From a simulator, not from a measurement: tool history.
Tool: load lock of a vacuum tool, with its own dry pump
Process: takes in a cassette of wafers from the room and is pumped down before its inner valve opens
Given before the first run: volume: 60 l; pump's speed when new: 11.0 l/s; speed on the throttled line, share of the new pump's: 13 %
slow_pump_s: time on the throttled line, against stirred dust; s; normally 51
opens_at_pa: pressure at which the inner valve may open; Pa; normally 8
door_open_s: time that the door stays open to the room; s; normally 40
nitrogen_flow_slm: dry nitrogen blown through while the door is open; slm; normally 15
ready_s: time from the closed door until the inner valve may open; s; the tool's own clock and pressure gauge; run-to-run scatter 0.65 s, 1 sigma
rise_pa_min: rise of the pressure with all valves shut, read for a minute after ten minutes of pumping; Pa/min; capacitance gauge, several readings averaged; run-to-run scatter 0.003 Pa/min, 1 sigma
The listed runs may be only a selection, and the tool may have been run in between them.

run,hour,slow_pump_s,opens_at_pa,door_open_s,nitrogen_flow_slm,"incoming humidity of the room's air, %",ready_s,rise_pa_min
1,0.0,51,8,40,15,45.4,104.8,0.021
2,125.0,51,8,40,15,42.9,104.8,0.027
3,226.2,51,8,40,37,45.5,104.1,0.011
4,308.6,51,8,101,15,46.2,104.2,0.029
5,399.5,46,8,40,15,47.4,99.7,0.029
6,483.1,46,8,40,15,46.1,101.9,0.026
7,601.7,46,8,40,15,47.1,101.5,0.026
8,692.4,46,8,40,15,43.8,100.1,0.028
9,766.9,46,8,40,15,42.4,100.8,0.024
10,926.4,46,8,40,15,46.4,93.2,0.029
11,1004.7,35,8,40,15,42.7,82.4,0.026
12,1109.1,35,8,40,15,43.2,83.3,0.022
13,1186.5,35,8,40,15,43.7,83.6,0.032
14,1303.3,35,8,40,15,46.2,82.1,0.035
15,1454.7,26,8,40,15,45.5,75.6,0.030
16,1525.7,26,8,40,15,45.3,75.7,0.036
17,1663.4,51,8,40,15,45.5,97.3,0.038
18,1744.8,51,8,40,15,43.3,98.6,0.034
19,1848.7,51,8,40,15,42.7,97.6,0.033
20,1919.5,51,9,40,15,44.6,96.5,0.033
21,2029.8,51,9,40,15,43.9,98.4,0.037
22,2138.1,51,9,40,15,45.1,97.2,0.028
23,2286.4,51,9,94,19,44.7,96.5,0.041
24,2436.6,65,8,98,8,45.4,110.9,0.054
25,2539.1,65,8,28,8,46.2,109.4,0.045
26,2608.6,65,14,28,6,47.9,107.0,0.046
27,2748.7,44,7,68,9,43.9,92.8,0.046
28,2819.9,51,9,40,15,43.3,97.4,0.042
29,2948.9,45,12,42,15,43.3,89.9,0.038
30,3093.1,35,8,32,7,45.8,84.3,0.047
31,3172.6,35,8,32,7,44.0,84.4,0.053
32,3252.9,35,8,62,30,45.2,84.7,0.042
33,3321.4,51,14,34,45,48.0,95.3,0.039
34,3426.1,70,13,34,24,46.3,111.2,0.051
35,3577.0,51,8,83,15,43.7,98.2,0.053
36,3687.5,51,11,40,15,47.9,98.2,0.055

Put back what was entered between runs (1 entry, withheld): which listed runs does each sit between, and how does the hidden state differ from the listed run before to the listed run after?
From run 9 to run 10: dry pump taken out, an overhauled one fitted (hour 926.4)
  pump's speed, % of a new pump's: 84.3 -> 98.8; leak at the door's seal, Pa l/s: 0.0136 -> 0.0145
  measured value less the no-hidden-state value, ready_s: +8.7 -> +0.5 s; rise_pa_min: +0.012 -> +0.012 Pa/min
